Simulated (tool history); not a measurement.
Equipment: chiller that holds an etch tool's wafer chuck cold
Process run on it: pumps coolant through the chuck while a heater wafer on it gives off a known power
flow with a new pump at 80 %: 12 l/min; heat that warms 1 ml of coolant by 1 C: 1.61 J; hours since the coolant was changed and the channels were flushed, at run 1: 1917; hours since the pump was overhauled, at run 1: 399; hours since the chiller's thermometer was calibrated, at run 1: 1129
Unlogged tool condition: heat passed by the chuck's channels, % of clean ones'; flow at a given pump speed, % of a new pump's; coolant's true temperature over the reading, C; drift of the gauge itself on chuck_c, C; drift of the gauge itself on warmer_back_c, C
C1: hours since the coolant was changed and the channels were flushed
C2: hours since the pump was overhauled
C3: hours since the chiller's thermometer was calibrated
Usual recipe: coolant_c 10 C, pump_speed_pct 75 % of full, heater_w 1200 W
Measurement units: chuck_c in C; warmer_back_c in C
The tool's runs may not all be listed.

{"run": 1, "hour": 0.0, "coolant_c": 10, "pump_speed_pct": 75, "heater_w": 1200, "C1": 1917, "C2": 399, "C3": 1129, "chuck_c": 22.9, "warmer_back_c": 3.97}
{"run": 2, "hour": 151.9, "coolant_c": 10, "pump_speed_pct": 75, "heater_w": 1434, "C1": 2069, "C2": 551, "C3": 1281, "chuck_c": 25.4, "warmer_back_c": 4.75}
{"run": 3, "hour": 326.8, "coolant_c": 7, "pump_speed_pct": 75, "heater_w": 1200, "C1": 2244, "C2": 725, "C3": 1455, "chuck_c": 20.0, "warmer_back_c": 3.88}
{"run": 4, "hour": 455.9, "coolant_c": 7, "pump_speed_pct": 75, "heater_w": 1200, "C1": 2373, "C2": 855, "C3": 1584, "chuck_c": 19.8, "warmer_back_c": 3.94}
{"run": 5, "hour": 630.3, "coolant_c": 10, "pump_speed_pct": 75, "heater_w": 1700, "C1": 2547, "C2": 1029, "C3": 1759, "chuck_c": 28.5, "warmer_back_c": 5.54}
{"run": 6, "hour": 792.6, "coolant_c": 10, "pump_speed_pct": 75, "heater_w": 1700, "C1": 2710, "C2": 1191, "C3": 1921, "chuck_c": 28.5, "warmer_back_c": 5.48}
{"run": 7, "hour": 980.0, "coolant_c": 10, "pump_speed_pct": 75, "heater_w": 1700, "C1": 2897, "C2": 1379, "C3": 2109, "chuck_c": 28.4, "warmer_back_c": 5.39}
{"run": 8, "hour": 1138.8, "coolant_c": 10, "pump_speed_pct": 75, "heater_w": 1700, "C1": 3056, "C2": 1537, "C3": 2267, "chuck_c": 28.2, "warmer_back_c": 5.41}
{"run": 9, "hour": 1218.2, "coolant_c": 10, "pump_speed_pct": 75, "heater_w": 1700, "C1": 3135, "C2": 1617, "C3": 2347, "chuck_c": 28.6, "warmer_back_c": 5.38}
{"run": 10, "hour": 1399.7, "coolant_c": 10, "pump_speed_pct": 75, "heater_w": 1700, "C1": 3317, "C2": 1798, "C3": 2528, "chuck_c": 28.5, "warmer_back_c": 5.4}
{"run": 11, "hour": 1513.9, "coolant_c": 10, "pump_speed_pct": 100, "heater_w": 1200, "C1": 3431, "C2": 1913, "C3": 2643, "chuck_c": 19.5, "warmer_back_c": 2.54}
{"run": 12, "hour": 1599.8, "coolant_c": 10, "pump_speed_pct": 100, "heater_w": 1200, "C1": 3517, "C2": 1998, "C3": 2728, "chuck_c": 19.9, "warmer_back_c": 2.52}
{"run": 13, "hour": 1729.5, "coolant_c": 10, "pump_speed_pct": 93, "heater_w": 1200, "C1": 3647, "C2": 2128, "C3": 2858, "chuck_c": 20.6, "warmer_back_c": 2.73}
{"hour": 1767.9, "done": "gauge calibrated"}
{"run": 14, "hour": 1826.4, "coolant_c": 10, "pump_speed_pct": 75, "heater_w": 1200, "C1": 3744, "C2": 2225, "C3": 2955, "chuck_c": 23.0, "warmer_back_c": 3.9}
{"run": 15, "hour": 1982.8, "coolant_c": 10, "pump_speed_pct": 75, "heater_w": 1200, "C1": 3900, "C2": 2381, "C3": 3111, "chuck_c": 23.0, "warmer_back_c": 3.9}
{"run": 16, "hour": 2078.8, "coolant_c": 10, "pump_speed_pct": 63, "heater_w": 1200, "C1": 3996, "C2": 2477, "C3": 3207, "chuck_c": 25.2, "warmer_back_c": 4.82}
{"run": 17, "hour": 2182.3, "coolant_c": 10, "pump_speed_pct": 76, "heater_w": 1155, "C1": 4099, "C2": 2581, "C3": 3311, "chuck_c": 22.2, "warmer_back_c": 3.7}
{"run": 18, "hour": 2270.7, "coolant_c": 10, "pump_speed_pct": 65, "heater_w": 1200, "C1": 4188, "C2": 2669, "C3": 3399, "chuck_c": 24.9, "warmer_back_c": 4.6}

Run 19 has not been measured yet. What should we expect?
{"run": 19, "hour": 2394.4, "coolant_c": 10, "pump_speed_pct": 65, "heater_w": 1200, "C1": 4312, "C2": 2793, "C3": 3523, "chuck_c": "?", "warmer_back_c": "?"}

{"run 19": {"chuck_c": 24.8, "warmer_back_c": 4.54}}
If the tool had no hidden condition, the same run with the same run-to-run variation would have returned chuck_c 24.8 C, warmer_back_c 4.69 C.
